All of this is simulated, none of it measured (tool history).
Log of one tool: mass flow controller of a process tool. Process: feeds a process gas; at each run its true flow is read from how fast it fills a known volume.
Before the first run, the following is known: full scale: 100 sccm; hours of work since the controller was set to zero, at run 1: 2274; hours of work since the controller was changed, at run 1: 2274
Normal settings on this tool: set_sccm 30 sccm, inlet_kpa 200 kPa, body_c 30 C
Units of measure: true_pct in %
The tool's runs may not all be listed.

run,hour,set_sccm,inlet_kpa,body_c,hours of work since the controller was set to zero,hours of work since the controller was changed,true_pct
1,0,30,200,30,2274,2274,98.47
2,235.1,30,200,30,2356,2356,98.43
3,655.7,29,200,30,2502,2502,98.7
4,1113.5,30,181,30,2661,2661,98.53
5,1571.4,30,181,30,2821,2821,98.64
# hour 1595: controller's zero set anew
6,1793.6,30,181,30,69,2898,99.09
7,2132.8,30,247,30,187,3016,99.54
8,2553.6,30,247,30,334,3163,99.6
9,2854,30,247,30,438,3267,99.68
10,3267.4,46,200,33,582,3411,98.94

For run 11, what comes out?
# hour 3336: controller's zero set anew, once more
11,3613.7,21,276,30,97,3532,?

Run 11 came out at true_pct 96.68 %.
On a tool with no hidden condition, and with the same random variation, this run would have come out at true_pct 97.27 %.
